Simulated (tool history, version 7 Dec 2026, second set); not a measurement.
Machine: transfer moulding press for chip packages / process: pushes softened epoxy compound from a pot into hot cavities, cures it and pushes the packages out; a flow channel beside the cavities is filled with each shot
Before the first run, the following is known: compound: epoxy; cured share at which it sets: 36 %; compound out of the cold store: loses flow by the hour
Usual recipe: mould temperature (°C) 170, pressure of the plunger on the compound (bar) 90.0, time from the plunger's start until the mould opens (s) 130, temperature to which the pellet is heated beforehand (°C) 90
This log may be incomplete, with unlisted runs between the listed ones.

| run | day | mould temperature (°C) | pressure of the plunger on the compound (bar) | time from the plunger's start until the mould opens (s) | temperature to which the pellet is heated beforehand (°C) | incoming compound's hours out of the cold store | length that the compound runs in the flow channel (mm) | greatest force on the pins that push the packages out (N) |
|---|---|---|---|---|---|---|---|---|
| 1 | 0.000 | 170 | 90.0 | 130 | 90 | 35.6 | 618 | 325 |
|  | 0.117 | cavities cleaned with cleaning compound and waxed |
| 2 | 0.950 | 170 | 90.0 | 130 | 90 | 28.2 | 626 | 394 |
| 3 | 1.533 | 170 | 90.0 | 130 | 90 | 12.1 | 674 | 406 |
| 4 | 1.962 | 163 | 90.0 | 130 | 90 | 37.4 | 618 | 633 |
|  | 2.246 | cavities cleaned with cleaning compound and waxed |
| 5 | 2.608 | 163 | 90.0 | 130 | 90 | 34.0 | 618 | 407 |
| 6 | 3.279 | 163 | 90.0 | 130 | 90 | 26.4 | 641 | 492 |
| 7 | 3.842 | 163 | 90.0 | 130 | 90 | 39.9 | 613 | 487 |
|  | 3.950 | cavities cleaned with cleaning compound and waxed, once more |
| 8 | 4.442 | 163 | 90.0 | 130 | 95 | 39.3 | 611 | 416 |
| 9 | 5.112 | 170 | 90.0 | 130 | 90 | 25.4 | 630 | 296 |
| 10 | 5.954 | 170 | 90.0 | 130 | 90 | 36.8 | 598 | 333 |
|  | 6.075 | cavities cleaned with cleaning compound and waxed |
| 11 | 6.933 | 170 | 90.0 | 130 | 90 | 15.6 | 653 | 306 |
| 12 | 7.779 | 170 | 92.6 | 130 | 90 | 17.0 | 658 | 341 |
|  | 8.217 | cavities cleaned with cleaning compound and waxed |
| 13 | 8.467 | 170 | 92.6 | 130 | 98 | 9.2 | 671 | 272 |
| 14 | 8.904 | 164 | 92.6 | 130 | 98 | 18.3 | 662 | 447 |
| 15 | 9.738 | 164 | 92.6 | 130 | 98 | 46.7 | 584 | 429 |
|  | 10.329 | cavities cleaned with cleaning compound and waxed |
| 16 | 10.329 | 167 | 71.5 | 113 | 90 | 31.2 | 540 | 372 |
| 17 | 11.321 | 170 | 103.2 | 122 | 90 | 31.6 | 649 | 325 |
| 18 | 11.829 | 170 | 74.1 | 116 | 90 | 16.4 | 588 | 406 |
|  | 12.417 | cavities cleaned with cleaning compound and waxed |
| 19 | 12.479 | 170 | 94.6 | 130 | 90 | 43.4 | 589 | 233 |
| 20 | 13.100 | 167 | 76.3 | 130 | 81 | 22.6 | 580 | 367 |
|  | 13.488 | mould's thermocouples calibrated |
| 21 | 13.629 | 166 | 76.3 | 130 | 84 | 30.0 | 564 | 391 |
| 22 | 14.262 | 166 | 76.3 | 130 | 100 | 32.3 | 553 | 399 |
|  | 14.612 | cavities cleaned with cleaning compound and waxed |
| 23 | 14.912 | 170 | 100.9 | 130 | 90 | 21.7 | 653 | 257 |
| 24 | 15.396 | 170 | 100.9 | 130 | 90 | 37.8 | 613 | 274 |
| 25 | 16.179 | 170 | 100.9 | 130 | 90 | 19.5 | 667 | 323 |
|  | 16.742 | cavities cleaned with cleaning compound and waxed |
| 26 | 17.029 | 170 | 90.0 | 130 | 90 | 13.5 | 643 | 261 |
| 27 | 17.550 | 170 | 73.0 | 130 | 94 | 34.7 | 527 | 278 |
| 28 | 18.033 | 170 | 70.8 | 127 | 90 | 22.2 | 548 | 331 |

Here are 4 independent what-if runs from the current tool condition. What would each one return?
|  | 18.850 | cavities cleaned with cleaning compound and waxed |
| A | 18.858 | 171 | 70.8 | 127 | 81 | 28.6 | ? | ? |
|  | 18.850 | cavities cleaned with cleaning compound and waxed |
| B | 18.858 | 170 | 77.7 | 144 | 86 | 37.3 | ? | ? |
|  | 18.850 | cavities cleaned with cleaning compound and waxed |
| C | 18.858 | 170 | 88.4 | 150 | 97 | 24.7 | ? | ? |
|  | 18.850 | cavities cleaned with cleaning compound and waxed |
| D | 18.858 | 170 | 70.8 | 138 | 94 | 8.0 | ? | ? |

| run | length that the compound runs in the flow channel (mm) | greatest force on the pins that push the packages out (N) |
|---|---|---|
| A | 531 | 223 |
| B | 528 | 209 |
| C | 607 | 191 |
| D | 581 | 221 |
With no hidden state in the tool, these same runs would have given:
| run | length that the compound runs in the flow channel (mm) | greatest force on the pins that push the packages out (N) |
|---|---|---|
| A | 562 | 213 |
| B | 559 | 202 |
| C | 643 | 185 |
| D | 615 | 212 |

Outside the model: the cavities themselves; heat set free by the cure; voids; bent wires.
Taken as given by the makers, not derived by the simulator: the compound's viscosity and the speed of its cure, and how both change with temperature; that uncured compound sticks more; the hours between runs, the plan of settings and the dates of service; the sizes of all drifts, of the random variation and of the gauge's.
